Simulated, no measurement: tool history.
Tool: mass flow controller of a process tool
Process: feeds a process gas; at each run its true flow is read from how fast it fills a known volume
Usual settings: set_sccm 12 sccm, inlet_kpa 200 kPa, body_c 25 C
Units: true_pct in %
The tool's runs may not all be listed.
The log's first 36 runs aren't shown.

| run | hour | set_sccm | inlet_kpa | body_c | true_pct |
|---|---|---|---|---|---|
| 37 | 2487.8 | 12 | 158 | 39 | 100.08 |
| 38 | 2571 | 12 | 158 | 39 | 99.98 |
| 39 | 2633.4 | 12 | 158 | 32 | 99.64 |
| 40 | 2722 | 12 | 265 | 32 | 99.08 |
| 41 | 2790.7 | 17 | 252 | 26 | 99.2 |
| 42 | 2870.4 | 17 | 252 | 26 | 99.05 |
| 43 | 2958.4 | 17 | 252 | 26 | 99.19 |
| 44 | 3004.5 | 17 | 252 | 21 | 99.01 |
| 45 | 3079.3 | 2 | 140 | 32 | 102.71 |
| 46 | 3138.2 | 2 | 140 | 32 | 102.76 |
| 47 | 3217.2 | 2 | 140 | 40 | 103.14 |
| 48 | 3277.5 | 8 | 234 | 37 | 99.5 |

Forecast each of these 3 alternatives for the next run:
| A | 3367.2 | 6 | 234 | 22 | ? |
| B | 3367.2 | 12 | 260 | 25 | ? |
| C | 3367.2 | 12 | 219 | 28 | ? |

| run | true_pct |
|---|---|
| A | 99.34 |
| B | 98.81 |
| C | 99.18 |
Without the tool's hidden state the same runs would have given:
| run | true_pct |
|---|---|
| A | 98.59 |
| B | 98.87 |
| C | 99.24 |
